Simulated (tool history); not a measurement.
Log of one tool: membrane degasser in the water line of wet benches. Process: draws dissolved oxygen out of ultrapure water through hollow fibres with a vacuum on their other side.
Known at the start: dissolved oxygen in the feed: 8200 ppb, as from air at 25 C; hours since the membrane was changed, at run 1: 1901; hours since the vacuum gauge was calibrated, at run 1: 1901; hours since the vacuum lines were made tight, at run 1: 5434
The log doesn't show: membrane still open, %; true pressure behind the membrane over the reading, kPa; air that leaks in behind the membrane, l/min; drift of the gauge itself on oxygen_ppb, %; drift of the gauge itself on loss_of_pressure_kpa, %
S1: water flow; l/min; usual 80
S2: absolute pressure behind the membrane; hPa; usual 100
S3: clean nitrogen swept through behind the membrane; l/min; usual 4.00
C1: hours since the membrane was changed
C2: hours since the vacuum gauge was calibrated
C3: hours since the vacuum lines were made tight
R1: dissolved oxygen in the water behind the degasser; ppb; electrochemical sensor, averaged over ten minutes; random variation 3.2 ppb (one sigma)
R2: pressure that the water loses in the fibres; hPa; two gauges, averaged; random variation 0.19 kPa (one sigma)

Run 1, hour 0.0: usual settings; C1 1901; C2 1901; C3 5434. Result: R1 342.3 ppb, R2 374.5 hPa.
Run 2, hour 42.6: usual settings but S3 7.44 l/min; C1 1944; C2 1944; C3 5477. Result: R1 217.9 ppb, R2 372.0 hPa.
Run 3, hour 119.5: usual settings but S3 7.44 l/min; C1 2021; C2 2021; C3 5554. Result: R1 217.7 ppb, R2 369.0 hPa.
Run 4, hour 198.5: usual settings but S3 7.44 l/min; C1 2100; C2 2100; C3 5633. Result: R1 218.4 ppb, R2 368.3 hPa.
Run 5, hour 252.9: usual settings; C1 2154; C2 2154; C3 5687. Result: R1 340.0 ppb, R2 369.7 hPa.
Run 6, hour 315.8: usual settings; C1 2217; C2 2217; C3 5750. Result: R1 341.6 ppb, R2 371.7 hPa.
At hour 374.9: seals of the vacuum lines changed.
Run 7, hour 397.1: usual settings; C1 2296; C2 2296; C3 22. Result: R1 346.6 ppb, R2 375.9 hPa.
Run 8, hour 457.6: usual settings but S1 64 l/min; C1 2357; C2 2357; C3 83. Result: R1 274.1 ppb, R2 293.4 hPa.
Run 9, hour 535.6: usual settings but S3 7.09 l/min; C1 2435; C2 2435; C3 161. Result: R1 230.2 ppb, R2 372.3 hPa.
Run 10, hour 595.6: usual settings but S3 7.09 l/min; C1 2495; C2 2495; C3 221. Result: R1 226.4 ppb, R2 370.6 hPa.
Run 11, hour 644.9: usual settings but S3 7.09 l/min; C1 2544; C2 2544; C3 270. Result: R1 225.3 ppb, R2 369.6 hPa.
Run 12, hour 698.7: usual settings but S1 65 l/min, S3 7.09 l/min; C1 2598; C2 2598; C3 324. Result: R1 176.0 ppb, R2 299.7 hPa.
Run 13, hour 734.8: usual settings; C1 2634; C2 2634; C3 360. Result: R1 339.0 ppb, R2 371.6 hPa.
Run 14, hour 777.2: usual settings but S1 94 l/min; C1 2676; C2 2676; C3 402. Result: R1 414.7 ppb, R2 434.5 hPa.
Run 15, hour 816.1: usual settings but S1 94 l/min; C1 2715; C2 2715; C3 441. Result: R1 402.8 ppb, R2 432.8 hPa.
Run 16, hour 895.7: usual settings but S1 94 l/min; C1 2795; C2 2795; C3 521. Result: R1 412.0 ppb, R2 434.5 hPa.
Run 17, hour 943.1: usual settings but S1 94 l/min, S3 8.76 l/min; C1 2842; C2 2842; C3 568. Result: R1 243.9 ppb, R2 434.0 hPa.
Run 18, hour 1004.5: usual settings but S1 94 l/min, S3 2.89 l/min; C1 2904; C2 2904; C3 630. Result: R1 511.3 ppb, R2 429.0 hPa.
Run 19, hour 1074.2: usual settings but S1 94 l/min, S3 2.89 l/min; C1 2973; C2 2973; C3 699. Result: R1 515.5 ppb, R2 435.6 hPa.
Run 20, hour 1145.9: usual settings but S2 144 hPa; C1 3045; C2 3045; C3 771. Result: R1 524.4 ppb, R2 369.4 hPa.
Run 21, hour 1193.2: usual settings but S2 144 hPa; C1 3092; C2 3092; C3 818. Result: R1 519.1 ppb, R2 368.6 hPa.
Run 22, hour 1226.2: usual settings but S2 144 hPa; C1 3125; C2 3125; C3 851. Result: R1 518.9 ppb, R2 368.6 hPa.
Run 23, hour 1261.7: usual settings but S1 50 l/min, S2 115 hPa, S3 1.95 l/min; C1 3161; C2 3161; C3 887. Result: R1 449.1 ppb, R2 231.7 hPa.
Run 24, hour 1296.0: usual settings but S1 65 l/min, S2 93 hPa, S3 10.80 l/min; C1 3195; C2 3195; C3 921. Result: R1 120.1 ppb, R2 300.5 hPa.
Run 25, hour 1335.1: usual settings but S1 65 l/min, S2 102 hPa, S3 2.09 l/min; C1 3234; C2 3234; C3 960. Result: R1 458.8 ppb, R2 304.0 hPa.
Run 26, hour 1394.2: usual settings but S1 99 l/min, S2 143 hPa, S3 2.09 l/min; C1 3293; C2 3293; C3 1019. Result: R1 1009.5 ppb, R2 459.0 hPa.
Run 27, hour 1445.7: usual settings but S1 99 l/min, S2 143 hPa, S3 2.09 l/min; C1 3345; C2 3345; C3 1071. Result: R1 983.0 ppb, R2 457.4 hPa.
Run 28, hour 1487.6: usual settings but S1 76 l/min, S2 65 hPa, S3 3.56 l/min; C1 3387; C2 3387; C3 1113. Result: R1 199.8 ppb, R2 352.1 hPa.
Run 29, hour 1558.4: usual settings but S1 76 l/min, S2 65 hPa, S3 3.56 l/min; C1 3458; C2 3458; C3 1183. Result: R1 198.1 ppb, R2 352.5 hPa.
Run 30, hour 1627.0: usual settings but S1 76 l/min, S2 65 hPa, S3 3.56 l/min; C1 3526; C2 3526; C3 1252. Result: R1 198.1 ppb, R2 350.4 hPa.
Run 31, hour 1689.8: usual settings but S1 101 l/min, S2 168 hPa, S3 2.26 l/min; C1 3589; C2 3589; C3 1315. Result: R1 1135.5 ppb, R2 470.2 hPa.
Run 32, hour 1723.0: usual settings but S1 101 l/min, S2 168 hPa, S3 6.63 l/min; C1 3622; C2 3622; C3 1348. Result: R1 536.2 ppb, R2 463.6 hPa.

3 ways to go on from here, each from the tool as it stands after run 32. What would each give?
Run A, hour 1800.8: usual settings but S3 6.53 l/min; C1 3700; C2 3700; C3 1426. Result: R1 ?, R2 ?.
Run B, hour 1800.8: usual settings but S1 59 l/min, S2 159 hPa, S3 2.83 l/min; C1 3700; C2 3700; C3 1426. Result: R1 ?, R2 ?.
Run C, hour 1800.8: usual settings but S1 67 l/min, S2 168 hPa, S3 3.59 l/min; C1 3700; C2 3700; C3 1426. Result: R1 ?, R2 ?.

run     R1     R2
  A  247.6  374.5
  B  578.5  270.8
  C  564.3  310.7
Without the tool's hidden state the same runs would have given:
run     R1     R2
  A  247.3  374.3
  B  578.3  270.7
  C  564.1  310.6
